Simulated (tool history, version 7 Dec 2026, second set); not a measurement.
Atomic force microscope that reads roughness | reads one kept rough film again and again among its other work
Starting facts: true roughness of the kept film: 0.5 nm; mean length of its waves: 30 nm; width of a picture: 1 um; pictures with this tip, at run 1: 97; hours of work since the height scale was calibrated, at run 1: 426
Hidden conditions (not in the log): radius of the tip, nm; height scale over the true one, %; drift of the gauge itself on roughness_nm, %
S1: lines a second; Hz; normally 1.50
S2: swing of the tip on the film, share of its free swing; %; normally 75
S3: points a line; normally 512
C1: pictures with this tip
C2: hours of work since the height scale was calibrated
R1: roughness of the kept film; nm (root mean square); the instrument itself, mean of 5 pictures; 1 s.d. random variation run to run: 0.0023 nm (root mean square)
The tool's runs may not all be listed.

run	hour	S1	S2	S3	C1	C2	R1
1	0.0	1.50	75	512	97	426	0.417
2	15.7	1.50	75	512	119	436	0.416
# hour 31.6: new tip fitted
3	32.9	1.50	75	512	2	447	0.433
4	41.1	1.50	75	512	14	453	0.432
5	55.5	1.50	75	512	35	462	0.430
6	64.2	1.50	75	512	47	468	0.423
# hour 66.1: height scale calibrated on a step standard
7	79.1	1.50	81	512	68	9	0.412
8	91.0	1.01	73	571	85	17	0.439
9	102.8	0.74	58	282	102	24	0.450
10	109.8	0.74	62	282	112	29	0.448

The next listed run, before its measurement:
11	119.6	2.96	80	512	126	36	?

R1: 0.353 nm (root mean square)
Take away the tool's hidden state, keep the run-to-run variation as it was, and the same run would have given R1 0.373 nm (root mean square).

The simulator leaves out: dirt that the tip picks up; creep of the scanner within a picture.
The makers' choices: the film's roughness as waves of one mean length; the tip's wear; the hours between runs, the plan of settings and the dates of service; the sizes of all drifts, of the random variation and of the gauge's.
